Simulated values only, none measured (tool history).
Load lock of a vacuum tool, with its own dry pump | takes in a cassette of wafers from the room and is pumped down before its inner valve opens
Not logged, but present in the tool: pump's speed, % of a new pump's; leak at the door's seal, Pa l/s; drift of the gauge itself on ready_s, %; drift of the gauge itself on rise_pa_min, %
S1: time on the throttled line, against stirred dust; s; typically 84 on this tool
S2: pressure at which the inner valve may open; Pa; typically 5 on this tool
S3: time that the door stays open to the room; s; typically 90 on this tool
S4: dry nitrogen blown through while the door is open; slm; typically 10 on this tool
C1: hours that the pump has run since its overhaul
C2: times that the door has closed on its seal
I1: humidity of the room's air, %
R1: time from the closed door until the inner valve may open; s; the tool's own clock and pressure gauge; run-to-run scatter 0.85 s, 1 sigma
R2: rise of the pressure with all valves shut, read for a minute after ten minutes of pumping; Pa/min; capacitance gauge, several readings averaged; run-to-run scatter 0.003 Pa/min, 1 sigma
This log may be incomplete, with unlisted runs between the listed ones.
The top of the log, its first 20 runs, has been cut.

run,hour,S1,S2,S3,S4,C1,C2,I1,R1,R2
21,10288,68,6,90,10,5037,11828,42.8,121.1,0.247
22,10586.4,149,5,95,10,5336,12600,44.9,190.4,0.274
23,10958,149,5,95,10,5707,13561,44.2,188.2,0.288
24,11282.4,149,5,95,10,6032,14401,44.5,188.6,0.326
25,11910.2,132,4,98,9,6660,16025,44.2,178.5,0.386
26,12306,132,4,98,9,7055,17049,46.4,176.4,0.432
27,13026.5,132,4,26,10,7776,18913,45.1,182.1,0.49
28,13466.8,132,4,26,10,8216,20052,44.1,178.2,0.542
# hour 13968.9: door's seal changed, seat wiped
29,14017.9,132,9,26,10,8766,127,45.3,172.7,0.015
30,14723.1,75,6,90,33,9471,1951,43.4,127.9,0.042
31,15423.1,75,4,90,33,10171,3762,42.4,130.9,0.062
32,16016.9,43,5,90,5,10765,5299,45.4,102.8,0.106
33,16388,43,5,90,5,11136,6259,43.4,102.3,0.126
34,16972.1,43,5,90,5,11720,7770,42.2,103.2,0.158
35,17461.6,46,5,115,5,12209,9036,42.5,105.2,0.196
36,18105.3,108,4,215,29,12853,10702,45.1,159.2,0.227

What if the next run were any one of these 5? Each begins from the tool's condition after run 36:
A,18635.1,68,5,90,10,13383,12072,44.3,?,?
B,18635.1,43,5,90,10,13383,12072,44.6,?,?
C,18635.1,108,8,75,29,13383,12072,45.2,?,?
D,18635.1,108,4,117,29,13383,12072,42.1,?,?
E,18635.1,84,5,90,6,13383,12072,48.5,?,?

run,R1,R2
A,126.1,0.274
B,103.1,0.266
C,157,0.266
D,159.4,0.266
E,136.6,0.27
The same runs, with their run-to-run variation unchanged, on a tool lacking any hidden condition would have given:
run,R1,R2
A,121.6,0.028
B,98.3,0.028
C,153.1,0.022
D,155.4,0.022
E,132.3,0.032
